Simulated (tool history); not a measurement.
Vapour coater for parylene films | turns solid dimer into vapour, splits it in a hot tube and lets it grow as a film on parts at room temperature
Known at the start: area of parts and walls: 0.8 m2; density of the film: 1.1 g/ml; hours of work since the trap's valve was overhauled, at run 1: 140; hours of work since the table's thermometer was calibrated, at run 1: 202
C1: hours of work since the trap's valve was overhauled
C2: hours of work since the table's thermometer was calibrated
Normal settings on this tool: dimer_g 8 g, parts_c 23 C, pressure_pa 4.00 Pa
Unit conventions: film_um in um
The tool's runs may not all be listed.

Run 1, hour 0.0: usual settings; C1 140; C2 202. Result: film_um 3.97 um.
Run 2, hour 8.4: usual settings; C1 145; C2 208. Result: film_um 4.00 um.
Run 3, hour 15.1: usual settings; C1 150; C2 213. Result: film_um 4.04 um.
Run 4, hour 26.1: usual settings; C1 157; C2 220. Result: film_um 4.00 um.
Run 5, hour 36.7: usual settings; C1 164; C2 227. Result: film_um 3.99 um.
Run 6, hour 46.5: usual settings; C1 171; C2 234. Result: film_um 3.95 um.
Run 7, hour 54.7: usual settings; C1 177; C2 239. Result: film_um 3.95 um.
Run 8, hour 69.3: usual settings; C1 187; C2 249. Result: film_um 3.91 um.
Run 9, hour 82.8: usual settings; C1 196; C2 258. Result: film_um 3.89 um.
At hour 87.9: trap's valve overhauled.
Run 10, hour 102.7: usual settings but dimer_g 10 g, pressure_pa 8.41 Pa; C1 10; C2 269. Result: film_um 4.21 um.
Run 11, hour 113.7: usual settings but dimer_g 9 g, parts_c 18 C, pressure_pa 8.83 Pa; C1 17; C2 277. Result: film_um 4.34 um.
Run 12, hour 127.6: usual settings but dimer_g 6 g, parts_c 27 C, pressure_pa 6.13 Pa; C1 27; C2 286. Result: film_um 2.31 um.
Run 13, hour 138.9: usual settings but dimer_g 6 g, parts_c 27 C, pressure_pa 6.13 Pa; C1 34; C2 294. Result: film_um 2.33 um.
Run 14, hour 152.6: usual settings but dimer_g 6 g, parts_c 27 C, pressure_pa 6.13 Pa; C1 44; C2 303. Result: film_um 2.38 um.
Run 15, hour 159.4: usual settings but dimer_g 5 g, pressure_pa 2.83 Pa; C1 48; C2 307. Result: film_um 2.50 um.
Run 16, hour 172.3: usual settings but dimer_g 13 g, parts_c 19 C; C1 57; C2 316. Result: film_um 6.88 um.
Run 17, hour 180.5: usual settings but dimer_g 7 g, parts_c 20 C, pressure_pa 4.83 Pa; C1 63; C2 322. Result: film_um 3.43 um.
At hour 185.9: trap's valve overhauled, once more.
Run 18, hour 192.2: usual settings but dimer_g 7 g, parts_c 20 C, pressure_pa 4.83 Pa; C1 4; C2 327. Result: film_um 3.95 um.

Alternative continuations, all from the tool just after run 18; predict every row:
Run A, hour 207.8: usual settings but dimer_g 4 g, parts_c 21 C, pressure_pa 2.81 Pa; C1 15; C2 337. Result: film_um ?.
Run B, hour 207.8: usual settings but dimer_g 10 g, parts_c 26 C; C1 15; C2 337. Result: film_um ?.
Run C, hour 207.8: usual settings but dimer_g 13 g, pressure_pa 8.85 Pa; C1 15; C2 337. Result: film_um ?.
Run D, hour 207.8: usual settings but parts_c 16 C, pressure_pa 2.66 Pa; C1 15; C2 337. Result: film_um ?.

run  film_um
  A     2.36
  B     4.87
  C     6.06
  D     5.59
What these runs would have given with no unlogged condition in the tool:
run  film_um
  A     2.39
  B     4.95
  C     6.16
  D     5.67

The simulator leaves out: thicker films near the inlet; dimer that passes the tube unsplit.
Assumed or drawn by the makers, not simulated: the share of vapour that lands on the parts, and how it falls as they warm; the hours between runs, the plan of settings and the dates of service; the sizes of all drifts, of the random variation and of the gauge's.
